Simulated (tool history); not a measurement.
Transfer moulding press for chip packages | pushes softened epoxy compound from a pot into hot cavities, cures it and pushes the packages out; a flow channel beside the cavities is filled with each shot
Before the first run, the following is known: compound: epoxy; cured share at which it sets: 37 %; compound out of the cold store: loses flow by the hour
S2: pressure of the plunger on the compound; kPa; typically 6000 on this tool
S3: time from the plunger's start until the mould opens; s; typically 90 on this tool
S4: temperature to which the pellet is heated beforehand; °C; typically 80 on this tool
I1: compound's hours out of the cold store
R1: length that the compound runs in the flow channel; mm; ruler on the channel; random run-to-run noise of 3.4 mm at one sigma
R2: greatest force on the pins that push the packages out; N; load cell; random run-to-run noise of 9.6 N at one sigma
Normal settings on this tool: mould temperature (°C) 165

run 1 hour=0.0 | mould_temperature_(°C)=165 S2=6000 S3=90 S4=80 | I1=29.4 | R1=614 R2=470
run 2 hour=43.0 | mould_temperature_(°C)=165 S2=6000 S3=90 S4=80 | I1=40.9 | R1=577 R2=623
-- hour=54.7 cavities cleaned with cleaning compound and waxed
run 3 hour=82.0 | mould_temperature_(°C)=165 S2=6000 S3=90 S4=80 | I1=32.1 | R1=591 R2=611
-- hour=106.4 cavities cleaned with cleaning compound and waxed
run 4 hour=128.6 | mould_temperature_(°C)=165 S2=6000 S3=90 S4=80 | I1=17.5 | R1=629 R2=584
-- hour=158.6 cavities cleaned with cleaning compound and waxed
-- hour=174.8 plunger's sealing rings changed
run 5 hour=185.8 | mould_temperature_(°C)=161 S2=6000 S3=90 S4=80 | I1=9.7 | R1=700 R2=757
-- hour=212.4 cavities cleaned with cleaning compound and waxed
run 6 hour=225.8 | mould_temperature_(°C)=161 S2=6000 S3=90 S4=80 | I1=13.4 | R1=685 R2=697
-- hour=267.3 cavities cleaned with cleaning compound and waxed
run 7 hour=298.6 | mould_temperature_(°C)=165 S2=6000 S3=90 S4=80 | I1=10.3 | R1=666 R2=623
-- hour=318.3 cavities cleaned with cleaning compound and waxed
run 8 hour=337.0 | mould_temperature_(°C)=165 S2=6000 S3=90 S4=80 | I1=10.7 | R1=651 R2=582
-- hour=352.9 mould's thermocouples calibrated
-- hour=377.6 cavities cleaned with cleaning compound and waxed
run 9 hour=378.0 | mould_temperature_(°C)=165 S2=6000 S3=90 S4=80 | I1=17.2 | R1=624 R2=451
-- hour=415.8 plunger's sealing rings changed
-- hour=432.7 cavities cleaned with cleaning compound and waxed
run 10 hour=453.9 | mould_temperature_(°C)=165 S2=6000 S3=90 S4=80 | I1=10.3 | R1=686 R2=635
-- hour=486.3 cavities cleaned with cleaning compound and waxed
run 11 hour=515.4 | mould_temperature_(°C)=165 S2=6000 S3=90 S4=80 | I1=45.6 | R1=565 R2=582
-- hour=540.9 cavities cleaned with cleaning compound and waxed
run 12 hour=581.1 | mould_temperature_(°C)=165 S2=6000 S3=90 S4=80 | I1=18.8 | R1=631 R2=647
-- hour=594.2 cavities cleaned with cleaning compound and waxed
-- hour=645.2 cavities cleaned with cleaning compound and waxed
-- hour=652.6 plunger's sealing rings changed
run 13 hour=655.2 | mould_temperature_(°C)=165 S2=6000 S3=90 S4=80 | I1=24.9 | R1=645 R2=507
-- hour=700.4 cavities cleaned with cleaning compound and waxed
run 14 hour=709.1 | mould_temperature_(°C)=165 S2=4920 S3=90 S4=80 | I1=19.6 | R1=586 R2=528
-- hour=751.5 cavities cleaned with cleaning compound and waxed
run 15 hour=765.7 | mould_temperature_(°C)=167 S2=4670 S3=90 S4=80 | I1=16.4 | R1=570 R2=505
-- hour=806.8 cavities cleaned with cleaning compound and waxed
run 16 hour=840.6 | mould_temperature_(°C)=167 S2=4670 S3=90 S4=80 | I1=42.2 | R1=491 R2=591
-- hour=859.2 cavities cleaned with cleaning compound and waxed
-- hour=886.2 plunger's sealing rings changed
run 17 hour=904.0 | mould_temperature_(°C)=167 S2=4670 S3=90 S4=80 | I1=9.1 | R1=610 R2=632
-- hour=917.2 cavities cleaned with cleaning compound and waxed
-- hour=970.4 cavities cleaned with cleaning compound and waxed
run 18 hour=973.5 | mould_temperature_(°C)=167 S2=4670 S3=90 S4=80 | I1=23.1 | R1=552 R2=449
-- hour=1022.8 cavities cleaned with cleaning compound and waxed
run 19 hour=1040.6 | mould_temperature_(°C)=165 S2=5950 S3=90 S4=76 | I1=11.2 | R1=653 R2=593
-- hour=1076.5 cavities cleaned with cleaning compound and waxed
run 20 hour=1102.4 | mould_temperature_(°C)=165 S2=5950 S3=90 S4=76 | I1=33.9 | R1=568 R2=581
-- hour=1119.8 plunger's sealing rings changed
-- hour=1132.6 cavities cleaned with cleaning compound and waxed
-- hour=1143.8 mould's thermocouples calibrated
run 21 hour=1173.4 | mould_temperature_(°C)=165 S2=5950 S3=90 S4=76 | I1=12.6 | R1=670 R2=670
-- hour=1187.6 cavities cleaned with cleaning compound and waxed
run 22 hour=1221.1 | mould_temperature_(°C)=164 S2=6000 S3=126 S4=89 | I1=46.0 | R1=565 R2=499

Predict each of these 4 candidate next runs independently; none follows another, all start after run 22:
-- hour=1242.3 cavities cleaned with cleaning compound and waxed
run A hour=1266.7 | mould_temperature_(°C)=161 S2=4710 S3=126 S4=81 | I1=45.4 | R1=? R2=?
-- hour=1242.3 cavities cleaned with cleaning compound and waxed
run B hour=1266.7 | mould_temperature_(°C)=165 S2=6000 S3=90 S4=85 | I1=24.3 | R1=? R2=?
-- hour=1242.3 cavities cleaned with cleaning compound and waxed
run C hour=1266.7 | mould_temperature_(°C)=164 S2=6000 S3=97 S4=79 | I1=33.9 | R1=? R2=?
-- hour=1242.3 cavities cleaned with cleaning compound and waxed
run D hour=1266.7 | mould_temperature_(°C)=160 S2=7450 S3=80 S4=80 | I1=41.8 | R1=? R2=?

run=A R1=504 R2=500
run=B R1=615 R2=606
run=C R1=594 R2=558
run=D R1=650 R2=966
Stripped of hidden state, with their random variation kept, the same runs would have yielded:
run=A R1=528 R2=366
run=B R1=645 R2=445
run=C R1=622 R2=410
run=D R1=681 R2=714
